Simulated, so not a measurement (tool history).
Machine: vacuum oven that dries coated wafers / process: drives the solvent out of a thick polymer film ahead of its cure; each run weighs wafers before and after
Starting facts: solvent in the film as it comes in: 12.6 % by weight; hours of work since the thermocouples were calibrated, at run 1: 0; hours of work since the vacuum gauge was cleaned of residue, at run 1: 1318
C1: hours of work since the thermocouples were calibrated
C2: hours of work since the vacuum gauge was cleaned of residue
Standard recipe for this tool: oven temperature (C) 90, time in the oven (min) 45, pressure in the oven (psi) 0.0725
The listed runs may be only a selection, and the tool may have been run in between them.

run 1 hour=0 | oven_temperature_(C)=90 time_in_the_oven_(min)=45 pressure_in_the_oven_(psi)=0.0725 | C1=0 C2=1318 | solvent_left_in_the_film_(%)=2.95
run 2 hour=20.2 | oven_temperature_(C)=90 time_in_the_oven_(min)=45 pressure_in_the_oven_(psi)=0.0725 | C1=15 C2=1333 | solvent_left_in_the_film_(%)=2.82
run 3 hour=45.6 | oven_temperature_(C)=90 time_in_the_oven_(min)=45 pressure_in_the_oven_(psi)=0.0725 | C1=34 C2=1352 | solvent_left_in_the_film_(%)=2.88
run 4 hour=72.7 | oven_temperature_(C)=90 time_in_the_oven_(min)=45 pressure_in_the_oven_(psi)=0.0725 | C1=54 C2=1372 | solvent_left_in_the_film_(%)=2.95
run 5 hour=93.7 | oven_temperature_(C)=90 time_in_the_oven_(min)=43 pressure_in_the_oven_(psi)=0.0725 | C1=69 C2=1387 | solvent_left_in_the_film_(%)=3.04
run 6 hour=113.3 | oven_temperature_(C)=90 time_in_the_oven_(min)=45 pressure_in_the_oven_(psi)=0.0725 | C1=84 C2=1402 | solvent_left_in_the_film_(%)=2.97
run 7 hour=149.8 | oven_temperature_(C)=90 time_in_the_oven_(min)=45 pressure_in_the_oven_(psi)=0.0725 | C1=111 C2=1429 | solvent_left_in_the_film_(%)=3.02
run 8 hour=190.9 | oven_temperature_(C)=90 time_in_the_oven_(min)=45 pressure_in_the_oven_(psi)=0.1633 | C1=141 C2=1459 | solvent_left_in_the_film_(%)=4.29
run 9 hour=209.6 | oven_temperature_(C)=90 time_in_the_oven_(min)=45 pressure_in_the_oven_(psi)=0.1633 | C1=155 C2=1473 | solvent_left_in_the_film_(%)=4.34
run 10 hour=236.3 | oven_temperature_(C)=90 time_in_the_oven_(min)=45 pressure_in_the_oven_(psi)=0.1633 | C1=175 C2=1493 | solvent_left_in_the_film_(%)=4.43
run 11 hour=270.2 | oven_temperature_(C)=90 time_in_the_oven_(min)=45 pressure_in_the_oven_(psi)=0.1633 | C1=200 C2=1518 | solvent_left_in_the_film_(%)=4.32
run 12 hour=309.6 | oven_temperature_(C)=90 time_in_the_oven_(min)=24 pressure_in_the_oven_(psi)=0.0725 | C1=229 C2=1547 | solvent_left_in_the_film_(%)=4.45
run 13 hour=328.6 | oven_temperature_(C)=90 time_in_the_oven_(min)=24 pressure_in_the_oven_(psi)=0.0725 | C1=243 C2=1561 | solvent_left_in_the_film_(%)=4.51
run 14 hour=365.6 | oven_temperature_(C)=90 time_in_the_oven_(min)=24 pressure_in_the_oven_(psi)=0.0725 | C1=270 C2=1589 | solvent_left_in_the_film_(%)=4.68
run 15 hour=393.7 | oven_temperature_(C)=79 time_in_the_oven_(min)=24 pressure_in_the_oven_(psi)=0.0725 | C1=291 C2=1609 | solvent_left_in_the_film_(%)=7.54
run 16 hour=419.8 | oven_temperature_(C)=90 time_in_the_oven_(min)=45 pressure_in_the_oven_(psi)=0.0725 | C1=311 C2=1629 | solvent_left_in_the_film_(%)=3.23
run 17 hour=439.3 | oven_temperature_(C)=90 time_in_the_oven_(min)=45 pressure_in_the_oven_(psi)=0.0725 | C1=325 C2=1643 | solvent_left_in_the_film_(%)=3.32
run 18 hour=468.1 | oven_temperature_(C)=90 time_in_the_oven_(min)=45 pressure_in_the_oven_(psi)=0.0725 | C1=346 C2=1664 | solvent_left_in_the_film_(%)=3.25
run 19 hour=506.4 | oven_temperature_(C)=90 time_in_the_oven_(min)=45 pressure_in_the_oven_(psi)=0.0725 | C1=375 C2=1693 | solvent_left_in_the_film_(%)=3.33
run 20 hour=538.7 | oven_temperature_(C)=90 time_in_the_oven_(min)=53 pressure_in_the_oven_(psi)=0.0725 | C1=399 C2=1717 | solvent_left_in_the_film_(%)=3.17
run 21 hour=565.6 | oven_temperature_(C)=90 time_in_the_oven_(min)=45 pressure_in_the_oven_(psi)=0.0725 | C1=418 C2=1737 | solvent_left_in_the_film_(%)=3.35
run 22 hour=589.9 | oven_temperature_(C)=90 time_in_the_oven_(min)=45 pressure_in_the_oven_(psi)=0.0725 | C1=436 C2=1755 | solvent_left_in_the_film_(%)=3.31
run 23 hour=617.6 | oven_temperature_(C)=90 time_in_the_oven_(min)=45 pressure_in_the_oven_(psi)=0.0725 | C1=457 C2=1775 | solvent_left_in_the_film_(%)=3.4
run 24 hour=650 | oven_temperature_(C)=97 time_in_the_oven_(min)=38 pressure_in_the_oven_(psi)=0.1321 | C1=481 C2=1799 | solvent_left_in_the_film_(%)=3.13
run 25 hour=689.9 | oven_temperature_(C)=89 time_in_the_oven_(min)=39 pressure_in_the_oven_(psi)=0.0431 | C1=510 C2=1829 | solvent_left_in_the_film_(%)=3.53
run 26 hour=734 | oven_temperature_(C)=89 time_in_the_oven_(min)=39 pressure_in_the_oven_(psi)=0.0431 | C1=543 C2=1861 | solvent_left_in_the_film_(%)=3.51
run 27 hour=768.8 | oven_temperature_(C)=90 time_in_the_oven_(min)=45 pressure_in_the_oven_(psi)=0.122 | C1=569 C2=1887 | solvent_left_in_the_film_(%)=4.19
run 28 hour=811.5 | oven_temperature_(C)=90 time_in_the_oven_(min)=45 pressure_in_the_oven_(psi)=0.122 | C1=600 C2=1919 | solvent_left_in_the_film_(%)=4.23
run 29 hour=852.4 | oven_temperature_(C)=82 time_in_the_oven_(min)=25 pressure_in_the_oven_(psi)=0.0618 | C1=631 C2=1949 | solvent_left_in_the_film_(%)=6.87
run 30 hour=883.1 | oven_temperature_(C)=82 time_in_the_oven_(min)=25 pressure_in_the_oven_(psi)=0.0618 | C1=653 C2=1972 | solvent_left_in_the_film_(%)=6.88
run 31 hour=924.4 | oven_temperature_(C)=82 time_in_the_oven_(min)=25 pressure_in_the_oven_(psi)=0.1049 | C1=684 C2=2002 | solvent_left_in_the_film_(%)=7.52
run 32 hour=953.1 | oven_temperature_(C)=103 time_in_the_oven_(min)=58 pressure_in_the_oven_(psi)=0.0406 | C1=705 C2=2023 | solvent_left_in_the_film_(%)=1.68
run 33 hour=980.5 | oven_temperature_(C)=103 time_in_the_oven_(min)=58 pressure_in_the_oven_(psi)=0.0406 | C1=725 C2=2044 | solvent_left_in_the_film_(%)=1.74
run 34 hour=1009.1 | oven_temperature_(C)=83 time_in_the_oven_(min)=42 pressure_in_the_oven_(psi)=0.2003 | C1=747 C2=2065 | solvent_left_in_the_film_(%)=7.75
run 35 hour=1050.9 | oven_temperature_(C)=83 time_in_the_oven_(min)=42 pressure_in_the_oven_(psi)=0.2003 | C1=778 C2=2096 | solvent_left_in_the_film_(%)=7.9
run 36 hour=1094.6 | oven_temperature_(C)=89 time_in_the_oven_(min)=24 pressure_in_the_oven_(psi)=0.1578 | C1=810 C2=2128 | solvent_left_in_the_film_(%)=6.47
run 37 hour=1137.1 | oven_temperature_(C)=89 time_in_the_oven_(min)=24 pressure_in_the_oven_(psi)=0.1578 | C1=841 C2=2159 | solvent_left_in_the_film_(%)=6.26
run 38 hour=1174.2 | oven_temperature_(C)=90 time_in_the_oven_(min)=45 pressure_in_the_oven_(psi)=0.0725 | C1=869 C2=2187 | solvent_left_in_the_film_(%)=3.82
-- hour=1216.3 vacuum gauge cleaned of residue and calibrated
run 39 hour=1216.4 | oven_temperature_(C)=75 time_in_the_oven_(min)=28 pressure_in_the_oven_(psi)=0.1057 | C1=899 C2=0 | solvent_left_in_the_film_(%)=7.26
run 40 hour=1245.7 | oven_temperature_(C)=75 time_in_the_oven_(min)=27 pressure_in_the_oven_(psi)=0.0503 | C1=921 C2=22 | solvent_left_in_the_film_(%)=6.66
run 41 hour=1272.4 | oven_temperature_(C)=75 time_in_the_oven_(min)=27 pressure_in_the_oven_(psi)=0.0503 | C1=940 C2=42 | solvent_left_in_the_film_(%)=6.59
run 42 hour=1304.9 | oven_temperature_(C)=102 time_in_the_oven_(min)=36 pressure_in_the_oven_(psi)=0.1871 | C1=964 C2=66 | solvent_left_in_the_film_(%)=1.96
run 43 hour=1337 | oven_temperature_(C)=88 time_in_the_oven_(min)=32 pressure_in_the_oven_(psi)=0.0988 | C1=988 C2=89 | solvent_left_in_the_film_(%)=3.39
run 44 hour=1364.3 | oven_temperature_(C)=88 time_in_the_oven_(min)=23 pressure_in_the_oven_(psi)=0.0582 | C1=1008 C2=110 | solvent_left_in_the_film_(%)=3.97
run 45 hour=1397.2 | oven_temperature_(C)=91 time_in_the_oven_(min)=29 pressure_in_the_oven_(psi)=0.1146 | C1=1033 C2=134 | solvent_left_in_the_film_(%)=3.26
run 46 hour=1417.5 | oven_temperature_(C)=91 time_in_the_oven_(min)=29 pressure_in_the_oven_(psi)=0.1146 | C1=1048 C2=149 | solvent_left_in_the_film_(%)=3.23

Below are 4 alternative next runs, each starting from the tool's condition after run 46. Predict each:
run A hour=1446.5 | oven_temperature_(C)=91 time_in_the_oven_(min)=25 pressure_in_the_oven_(psi)=0.1146 | C1=1069 C2=170 | solvent_left_in_the_film_(%)=?
run B hour=1446.5 | oven_temperature_(C)=93 time_in_the_oven_(min)=66 pressure_in_the_oven_(psi)=0.0706 | C1=1069 C2=170 | solvent_left_in_the_film_(%)=?
run C hour=1446.5 | oven_temperature_(C)=90 time_in_the_oven_(min)=27 pressure_in_the_oven_(psi)=0.0725 | C1=1069 C2=170 | solvent_left_in_the_film_(%)=?
run D hour=1446.5 | oven_temperature_(C)=94 time_in_the_oven_(min)=33 pressure_in_the_oven_(psi)=0.1597 | C1=1069 C2=170 | solvent_left_in_the_film_(%)=?

run=A solvent_left_in_the_film_(%)=3.67
run=B solvent_left_in_the_film_(%)=1.18
run=C solvent_left_in_the_film_(%)=3.19
run=D solvent_left_in_the_film_(%)=2.95
With the hidden condition removed and each run's random variation left untouched, the same runs would have given:
run=A solvent_left_in_the_film_(%)=3.36
run=B solvent_left_in_the_film_(%)=0.97
run=C solvent_left_in_the_film_(%)=2.87
run=D solvent_left_in_the_film_(%)=2.67
